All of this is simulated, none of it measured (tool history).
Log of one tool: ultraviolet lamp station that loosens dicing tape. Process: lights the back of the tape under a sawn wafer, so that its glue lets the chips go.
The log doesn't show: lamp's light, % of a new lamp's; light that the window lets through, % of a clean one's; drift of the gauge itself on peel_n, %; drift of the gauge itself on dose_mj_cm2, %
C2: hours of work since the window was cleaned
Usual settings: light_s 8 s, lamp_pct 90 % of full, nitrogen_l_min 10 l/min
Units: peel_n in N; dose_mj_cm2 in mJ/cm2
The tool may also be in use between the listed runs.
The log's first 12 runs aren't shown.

{"run": 13, "hour": 763.3, "light_s": 8, "lamp_pct": 64, "nitrogen_l_min": 10, "hours of work of the lamp": 284, "C2": 187, "peel_n": 1.776, "dose_mj_cm2": 266}
{"hour": 815.8, "done": "window cleaned of glue's vapour, once more"}
{"run": 14, "hour": 835.6, "light_s": 8, "lamp_pct": 64, "nitrogen_l_min": 10, "hours of work of the lamp": 314, "C2": 8, "peel_n": 1.422, "dose_mj_cm2": 320}
{"run": 15, "hour": 905.3, "light_s": 8, "lamp_pct": 90, "nitrogen_l_min": 10, "hours of work of the lamp": 342, "C2": 36, "peel_n": 0.927, "dose_mj_cm2": 438}
{"run": 16, "hour": 946.1, "light_s": 7, "lamp_pct": 73, "nitrogen_l_min": 10, "hours of work of the lamp": 358, "C2": 53, "peel_n": 1.54, "dose_mj_cm2": 303}
{"run": 17, "hour": 981.8, "light_s": 8, "lamp_pct": 90, "nitrogen_l_min": 15, "hours of work of the lamp": 373, "C2": 67, "peel_n": 0.817, "dose_mj_cm2": 429}
{"run": 18, "hour": 1047.1, "light_s": 5, "lamp_pct": 90, "nitrogen_l_min": 9, "hours of work of the lamp": 399, "C2": 94, "peel_n": 1.939, "dose_mj_cm2": 255}
{"run": 19, "hour": 1132.4, "light_s": 8, "lamp_pct": 63, "nitrogen_l_min": 3, "hours of work of the lamp": 434, "C2": 128, "peel_n": 2.562, "dose_mj_cm2": 278}
{"run": 20, "hour": 1177.7, "light_s": 7, "lamp_pct": 90, "nitrogen_l_min": 3, "hours of work of the lamp": 452, "C2": 146, "peel_n": 2.191, "dose_mj_cm2": 340}
{"run": 21, "hour": 1231.6, "light_s": 7, "lamp_pct": 90, "nitrogen_l_min": 3, "hours of work of the lamp": 474, "C2": 168, "peel_n": 2.197, "dose_mj_cm2": 333}
{"run": 22, "hour": 1312.3, "light_s": 6, "lamp_pct": 90, "nitrogen_l_min": 10, "hours of work of the lamp": 506, "C2": 201, "peel_n": 1.76, "dose_mj_cm2": 273}
{"run": 23, "hour": 1352.4, "light_s": 8, "lamp_pct": 95, "nitrogen_l_min": 13, "hours of work of the lamp": 523, "C2": 217, "peel_n": 1.058, "dose_mj_cm2": 382}
{"run": 24, "hour": 1407.2, "light_s": 10, "lamp_pct": 91, "nitrogen_l_min": 13, "hours of work of the lamp": 545, "C2": 239, "peel_n": 0.795, "dose_mj_cm2": 445}
{"run": 25, "hour": 1470.9, "light_s": 6, "lamp_pct": 67, "nitrogen_l_min": 13, "hours of work of the lamp": 571, "C2": 265, "peel_n": 2.4, "dose_mj_cm2": 191}
{"hour": 1524.6, "done": "window cleaned of glue's vapour"}
{"run": 26, "hour": 1554.5, "light_s": 5, "lamp_pct": 62, "nitrogen_l_min": 14, "hours of work of the lamp": 604, "C2": 12, "peel_n": 2.773, "dose_mj_cm2": 155}
{"run": 27, "hour": 1599.8, "light_s": 8, "lamp_pct": 73, "nitrogen_l_min": 10, "hours of work of the lamp": 623, "C2": 30, "peel_n": 1.71, "dose_mj_cm2": 288}
{"run": 28, "hour": 1673.1, "light_s": 12, "lamp_pct": 64, "nitrogen_l_min": 7, "hours of work of the lamp": 652, "C2": 60, "peel_n": 1.419, "dose_mj_cm2": 366}
{"run": 29, "hour": 1725.3, "light_s": 7, "lamp_pct": 78, "nitrogen_l_min": 7, "hours of work of the lamp": 673, "C2": 81, "peel_n": 2.147, "dose_mj_cm2": 251}
{"hour": 1744.4, "done": "lamp changed"}
{"run": 30, "hour": 1798.4, "light_s": 7, "lamp_pct": 99, "nitrogen_l_min": 3, "hours of work of the lamp": 22, "C2": 110, "peel_n": 1.382, "dose_mj_cm2": 508}

3 ways to go on from here, each from the tool as it stands after run 30. What would each give?
{"run": "A", "hour": 1872.3, "light_s": 11, "lamp_pct": 99, "nitrogen_l_min": 10, "hours of work of the lamp": 52, "C2": 140, "peel_n": "?", "dose_mj_cm2": "?"}
{"run": "B", "hour": 1872.3, "light_s": 5, "lamp_pct": 62, "nitrogen_l_min": 3, "hours of work of the lamp": 52, "C2": 140, "peel_n": "?", "dose_mj_cm2": "?"}
{"run": "C", "hour": 1872.3, "light_s": 16, "lamp_pct": 94, "nitrogen_l_min": 3, "hours of work of the lamp": 52, "C2": 140, "peel_n": "?", "dose_mj_cm2": "?"}

run=A peel_n=0.371 dose_mj_cm2=766
run=B peel_n=3.092 dose_mj_cm2=219
run=C peel_n=0.431 dose_mj_cm2=1049
Without the tool's hidden state the same runs would have given:
run=A peel_n=0.331 dose_mj_cm2=834
run=B peel_n=2.918 dose_mj_cm2=238
run=C peel_n=0.382 dose_mj_cm2=1142
